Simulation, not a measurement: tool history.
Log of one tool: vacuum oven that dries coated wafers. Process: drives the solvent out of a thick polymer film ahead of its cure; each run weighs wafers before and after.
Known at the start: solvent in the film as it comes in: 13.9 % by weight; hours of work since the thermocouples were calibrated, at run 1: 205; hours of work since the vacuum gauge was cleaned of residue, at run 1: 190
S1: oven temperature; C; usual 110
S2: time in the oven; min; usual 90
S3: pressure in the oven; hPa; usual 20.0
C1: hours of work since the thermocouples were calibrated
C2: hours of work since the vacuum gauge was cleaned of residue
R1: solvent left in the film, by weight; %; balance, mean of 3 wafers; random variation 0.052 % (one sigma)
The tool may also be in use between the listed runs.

run,hour,S1,S2,S3,C1,C2,R1
1,0.0,110,90,20.0,205,190,1.52
2,12.3,110,90,20.0,213,197,1.55
3,22.6,110,90,20.0,219,204,1.45
4,36.3,110,90,20.0,228,213,1.52
5,50.0,110,90,15.0,237,221,1.16
6,67.0,110,90,15.0,248,232,1.32
7,78.5,110,90,15.0,255,239,1.31
8,98.2,110,90,15.0,267,252,1.28
9,108.8,110,90,20.0,274,258,1.61
10,129.7,96,90,20.0,287,272,3.86
11,150.1,110,90,20.0,300,285,1.66
12,164.2,110,90,20.0,309,294,1.48
13,176.7,110,90,20.0,317,301,1.59
14,193.1,110,90,20.0,327,312,1.63
15,208.5,110,90,20.0,337,321,1.64
16,227.8,110,90,20.0,349,334,1.60
17,242.9,110,90,20.0,359,343,1.58
18,263.6,110,90,63.7,372,356,4.01
19,279.7,110,90,63.7,382,366,4.06
20,298.8,110,90,63.7,394,379,4.05
21,310.5,110,90,63.7,401,386,3.94
22,323.7,110,90,20.0,410,394,1.68
23,342.6,109,90,20.0,422,406,1.70
24,355.2,97,58,20.0,430,414,5.11
25,376.2,111,90,20.0,443,427,1.45
26,385.3,119,144,31.3,449,433,1.42
27,395.0,110,45,34.7,455,439,3.77
28,408.5,106,99,20.0,463,448,1.80
29,418.8,113,136,17.5,470,454,1.04
30,431.7,113,136,17.5,478,463,0.98
31,450.8,106,50,17.5,490,475,3.37
32,460.8,106,50,17.5,496,481,3.51
# hour 463.5: vacuum gauge cleaned of residue and calibrated
33,483.2,106,50,17.5,510,12,3.49
34,494.3,110,125,14.6,517,20,1.15
35,508.2,113,57,14.6,525,28,1.70
36,526.1,113,57,14.6,537,40,1.75
37,536.5,109,90,18.8,543,46,1.69
38,553.0,121,59,23.5,554,57,1.20
39,573.5,110,69,33.4,567,70,2.79
# hour 576.2: vacuum gauge cleaned of residue and calibrated, once more
40,588.4,110,148,20.0,575,8,1.12
41,609.4,112,75,20.0,588,21,1.41
42,629.4,107,90,21.9,601,34,2.00
43,644.3,107,90,21.9,610,43,2.00
44,658.0,119,59,20.0,619,52,1.23
45,671.3,99,90,13.3,627,60,2.55
46,682.4,107,46,20.0,634,67,3.62

4 ways to go on from here, each from the tool as it stands after run 46. What would each give?
A,702.2,110,109,19.9,647,80,?
B,702.2,107,94,47.0,647,80,?
C,702.2,107,115,30.7,647,80,?
D,702.2,98,138,20.0,647,80,?

run,R1
A,1.33
B,3.40
C,2.04
D,2.54
Without the tool's hidden state the same runs would have given:
run,R1
A,1.36
B,3.49
C,2.09
D,2.62

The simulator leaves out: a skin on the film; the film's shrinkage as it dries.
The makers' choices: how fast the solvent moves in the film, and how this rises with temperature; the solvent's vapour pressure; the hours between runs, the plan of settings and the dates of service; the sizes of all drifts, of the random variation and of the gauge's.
